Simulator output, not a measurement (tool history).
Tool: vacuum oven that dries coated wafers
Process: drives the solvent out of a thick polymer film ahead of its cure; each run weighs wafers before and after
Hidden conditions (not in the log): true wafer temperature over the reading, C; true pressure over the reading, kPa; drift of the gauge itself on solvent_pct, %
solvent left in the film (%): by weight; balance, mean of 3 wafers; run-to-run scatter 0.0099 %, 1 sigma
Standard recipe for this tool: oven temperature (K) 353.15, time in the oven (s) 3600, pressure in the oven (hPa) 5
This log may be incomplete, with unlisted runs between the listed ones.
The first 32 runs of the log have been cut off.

| run | day | oven temperature (K) | time in the oven (s) | pressure in the oven (hPa) | hours of work since the thermocouples were calibrated | hours of work since the vacuum gauge was cleaned of residue | solvent left in the film (%) |
|---|---|---|---|---|---|---|---|
| 33 | 25.692 | 346.15 | 3600 | 5 | 478 | 402 | 1.799 |
| 34 | 26.754 | 346.15 | 3600 | 5 | 489 | 412 | 1.792 |
| 35 | 27.842 | 340.15 | 4620 | 5.52 | 499 | 423 | 1.999 |
| 36 | 28.554 | 340.15 | 4620 | 5.52 | 506 | 430 | 1.988 |
| 37 | 29.388 | 340.15 | 4620 | 5.52 | 514 | 438 | 1.987 |
| 38 | 30.383 | 361.15 | 4620 | 10.35 | 524 | 447 | 0.358 |
| 39 | 30.979 | 358.15 | 5700 | 10.35 | 529 | 453 | 0.367 |
| 40 | 31.858 | 353.15 | 1980 | 3.57 | 538 | 462 | 2.865 |
| 41 | 32.846 | 354.15 | 3000 | 7.53 | 547 | 471 | 1.245 |
| 42 | 33.962 | 354.15 | 3000 | 7.53 | 558 | 482 | 1.257 |
| 43 | 34.508 | 352.15 | 5100 | 3.91 | 563 | 487 | 0.385 |

Run 44 has not been measured yet. What should we expect?
| 44 | 35.454 | 352.15 | 5520 | 18.04 | 572 | 496 | ? |

solvent left in the film (%): 0.861
With no hidden state in the tool, this same run would have given solvent left in the film (%) 0.876.

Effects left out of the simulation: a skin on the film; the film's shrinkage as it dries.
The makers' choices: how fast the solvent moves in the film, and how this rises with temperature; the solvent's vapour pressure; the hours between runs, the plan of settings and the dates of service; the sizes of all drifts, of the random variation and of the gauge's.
